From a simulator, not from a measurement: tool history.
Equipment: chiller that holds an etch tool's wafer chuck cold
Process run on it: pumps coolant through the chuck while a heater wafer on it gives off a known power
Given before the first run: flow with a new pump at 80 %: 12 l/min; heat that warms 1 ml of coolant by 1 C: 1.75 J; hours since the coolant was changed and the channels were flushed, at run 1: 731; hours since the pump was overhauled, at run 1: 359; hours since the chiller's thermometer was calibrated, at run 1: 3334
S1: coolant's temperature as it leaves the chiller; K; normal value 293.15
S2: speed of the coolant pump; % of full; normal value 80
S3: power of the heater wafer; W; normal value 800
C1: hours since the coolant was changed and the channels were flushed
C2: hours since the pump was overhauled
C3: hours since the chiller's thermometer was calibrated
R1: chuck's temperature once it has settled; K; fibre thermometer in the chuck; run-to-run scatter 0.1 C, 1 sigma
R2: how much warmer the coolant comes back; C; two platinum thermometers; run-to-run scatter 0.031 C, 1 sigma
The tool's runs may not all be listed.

Run 1, hour 0: usual settings; C1 731; C2 359; C3 3334. Result: R1 298.85 K, R2 2.29 C.
Run 2, hour 64.3: usual settings; C1 795; C2 423; C3 3398. Result: R1 298.85 K, R2 2.32 C.
Run 3, hour 184.2: usual settings; C1 915; C2 543; C3 3518. Result: R1 298.95 K, R2 2.26 C.
At hour 194.3: chiller's thermometer calibrated.
Run 4, hour 321.3: usual settings; C1 1051; C2 679; C3 127. Result: R1 298.85 K, R2 2.31 C.
Run 5, hour 405.9: usual settings; C1 1136; C2 764; C3 212. Result: R1 299.05 K, R2 2.29 C.
Run 6, hour 526.6: usual settings; C1 1256; C2 884; C3 332. Result: R1 298.95 K, R2 2.41 C.
Run 7, hour 613.9: usual settings but S2 88 % of full, S3 687 W; C1 1344; C2 972; C3 420. Result: R1 297.85 K, R2 1.88 C.
Run 8, hour 720.4: usual settings but S1 288.15 K, S3 1167 W; C1 1450; C2 1078; C3 526. Result: R1 296.75 K, R2 3.45 C.
Run 9, hour 793: usual settings but S1 288.15 K, S3 1167 W; C1 1523; C2 1151; C3 599. Result: R1 296.75 K, R2 3.43 C.
Run 10, hour 863.6: usual settings but S1 289.15 K, S2 68 % of full, S3 422 W; C1 1593; C2 1221; C3 669. Result: R1 292.45 K, R2 1.49 C.
Run 11, hour 950.8: usual settings but S1 289.15 K, S2 68 % of full, S3 422 W; C1 1681; C2 1309; C3 756. Result: R1 292.75 K, R2 1.54 C.
Run 12, hour 1037.4: usual settings but S1 289.15 K, S2 83 % of full, S3 647 W; C1 1767; C2 1395; C3 843. Result: R1 293.85 K, R2 1.95 C.

Run by run, hidden condition taken away, random variation retained:
Hidden state present: heat passed by the chuck's channels, % of clean ones'; flow at a given pump speed, % of a new pump's; coolant's true temperature over the reading, C; drift of the gauge itself on chuck_c, C; drift of the gauge itself on warmer_back_c, C.
run    R2
  1  2.29
  2  2.32
  3  2.24
  4  2.27
  5  2.24
  6  2.34
  7   1.8
  8  3.36
  9  3.33
 10  1.38
 11  1.42
 12  1.82
R1: at most 0.1 K away from the measurement, every run.
